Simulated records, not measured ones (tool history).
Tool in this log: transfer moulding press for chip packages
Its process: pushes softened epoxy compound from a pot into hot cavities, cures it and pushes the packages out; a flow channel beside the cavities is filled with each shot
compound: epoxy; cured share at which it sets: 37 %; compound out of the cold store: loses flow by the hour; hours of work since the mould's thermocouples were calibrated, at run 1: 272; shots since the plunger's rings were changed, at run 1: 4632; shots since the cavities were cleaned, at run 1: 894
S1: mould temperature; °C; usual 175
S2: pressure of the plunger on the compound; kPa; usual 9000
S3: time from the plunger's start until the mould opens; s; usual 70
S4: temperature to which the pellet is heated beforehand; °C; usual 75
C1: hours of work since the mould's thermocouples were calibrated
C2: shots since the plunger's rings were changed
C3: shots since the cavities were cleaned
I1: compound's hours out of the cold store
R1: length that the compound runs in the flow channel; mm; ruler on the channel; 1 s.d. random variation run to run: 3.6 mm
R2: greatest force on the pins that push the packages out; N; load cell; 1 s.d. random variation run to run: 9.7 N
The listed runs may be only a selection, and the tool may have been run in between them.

run,hour,S1,S2,S3,S4,C1,C2,C3,I1,R1,R2
1,0.0,175,9000,70,75,272,4632,894,12.8,682,830
# hour 5.1: cavities cleaned with cleaning compound and waxed
2,9.4,175,9000,70,75,276,4742,60,19.8,652,496
3,21.0,175,9000,70,75,282,4900,218,39.3,612,586
4,33.1,175,9000,70,75,289,5067,385,28.5,634,685
5,38.7,175,9000,70,83,292,5143,461,45.7,593,649
6,46.3,175,9000,70,75,296,5248,566,22.5,645,739
7,57.9,175,9000,70,75,302,5406,724,21.6,647,778
8,63.2,175,9000,70,75,305,5480,798,33.8,615,808
9,68.4,175,9000,70,75,308,5552,870,10.5,664,863
# hour 73.9: plunger's sealing rings changed
# hour 78.3: cavities cleaned with cleaning compound and waxed
10,79.7,175,9000,70,66,312,58,18,39.7,684,441
11,89.8,175,9000,72,75,317,197,157,44.5,663,520
12,98.7,175,9000,72,75,322,320,280,45.5,656,620
13,107.7,175,9000,72,75,327,443,403,41.0,668,659
14,114.5,175,9000,70,75,331,537,497,18.2,723,747
15,122.0,175,9000,70,75,335,639,599,14.8,729,776
16,130.7,172,9000,70,75,339,759,719,16.3,737,929
17,139.2,175,9000,104,75,344,876,836,30.1,692,615
# hour 148.9: cavities cleaned with cleaning compound and waxed
18,152.5,175,9000,104,75,350,1038,49,14.9,718,374
19,158.7,175,9000,104,75,354,1123,134,37.2,669,432
20,168.3,170,9120,50,84,359,1254,265,13.1,752,1891
21,180.5,168,9120,50,84,366,1423,434,37.4,689,2172
22,188.3,183,10310,74,77,370,1530,541,20.5,727,574
23,199.2,175,9000,96,67,376,1679,690,24.1,695,610
24,210.3,179,9230,70,75,382,1831,842,38.2,658,713
# hour 218.9: cavities cleaned with cleaning compound and waxed
25,224.6,174,9230,108,75,389,2007,78,15.2,723,378
26,233.4,174,9230,108,75,393,2128,199,46.9,644,446
27,243.1,175,9080,92,75,399,2262,333,8.9,726,522
28,251.1,175,9080,92,75,403,2372,443,16.6,705,550

Here are 4 independent what-if runs from the current tool condition. What would each one return?
A,258.0,178,9000,67,80,407,2466,537,19.7,?,?
B,258.0,175,9080,92,67,407,2466,537,47.8,?,?
C,258.0,175,9080,70,81,407,2466,537,26.0,?,?
D,258.0,175,9000,70,83,407,2466,537,31.1,?,?

run,R1,R2
A,679,703
B,632,587
C,678,704
D,660,722
Take away the tool's hidden state, keep each run's random variation, and the runs would have read:
run,R1,R2
A,715,410
B,666,335
C,715,407
D,695,418
